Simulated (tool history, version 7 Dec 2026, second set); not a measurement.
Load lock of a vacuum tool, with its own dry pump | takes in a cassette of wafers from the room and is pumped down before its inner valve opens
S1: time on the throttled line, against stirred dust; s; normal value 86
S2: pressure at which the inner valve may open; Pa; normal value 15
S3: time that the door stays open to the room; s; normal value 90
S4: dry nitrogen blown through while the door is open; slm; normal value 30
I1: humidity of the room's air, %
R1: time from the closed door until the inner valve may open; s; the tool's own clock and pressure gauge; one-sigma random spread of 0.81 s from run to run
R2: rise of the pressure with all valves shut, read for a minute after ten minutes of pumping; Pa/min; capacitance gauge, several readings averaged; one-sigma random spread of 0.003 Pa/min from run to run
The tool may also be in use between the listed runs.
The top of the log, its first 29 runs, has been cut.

Run 30, hour 10771.8: usual settings but S1 114 s; I1 47.4. Result: R1 149.3 s, R2 0.007 Pa/min.
Run 31, hour 11151.1: usual settings but S2 29 Pa, S3 102 s; I1 43.4. Result: R1 122.4 s, R2 0.014 Pa/min.
Run 32, hour 11477.4: usual settings but S2 28 Pa, S3 191 s; I1 46.7. Result: R1 122.8 s, R2 0.023 Pa/min.
Run 33, hour 11931.9: usual settings but S1 58 s, S3 233 s, S4 16 slm; I1 42.8. Result: R1 101.2 s, R2 0.029 Pa/min.
Run 34, hour 12341.2: usual settings but S1 58 s, S3 233 s, S4 16 slm; I1 41.6. Result: R1 101.7 s, R2 0.032 Pa/min.
Run 35, hour 12665: usual settings but S1 58 s, S3 233 s, S4 16 slm; I1 43.9. Result: R1 100.7 s, R2 0.034 Pa/min.
Run 36, hour 13220.8: usual settings but S2 13 Pa, S4 5 slm; I1 47.3. Result: R1 126.2 s, R2 0.04 Pa/min.
Run 37, hour 13453.7: usual settings but S1 46 s, S4 6 slm; I1 46.5. Result: R1 91.3 s, R2 0.033 Pa/min.

What if the next run were any one of these 3? Each begins from the tool's condition after run 37:
Run A, hour 13698: usual settings but S1 46 s, S2 11 Pa, S4 6 slm; I1 44.8. Result: R1 ?, R2 ?.
Run B, hour 13698: usual settings but S1 143 s, S2 10 Pa, S4 8 slm; I1 44.5. Result: R1 ?, R2 ?.
Run C, hour 13698: usual settings but S1 82 s, S3 176 s, S4 42 slm; I1 47.8. Result: R1 ?, R2 ?.

run     R1     R2
  A   92.7   0.03
  B  177.1  0.028
  C  122.2  0.014
Without the tool's unlogged condition, the same runs would have read:
run     R1     R2
  A   92.6  0.029
  B    177  0.028
  C  122.1  0.014

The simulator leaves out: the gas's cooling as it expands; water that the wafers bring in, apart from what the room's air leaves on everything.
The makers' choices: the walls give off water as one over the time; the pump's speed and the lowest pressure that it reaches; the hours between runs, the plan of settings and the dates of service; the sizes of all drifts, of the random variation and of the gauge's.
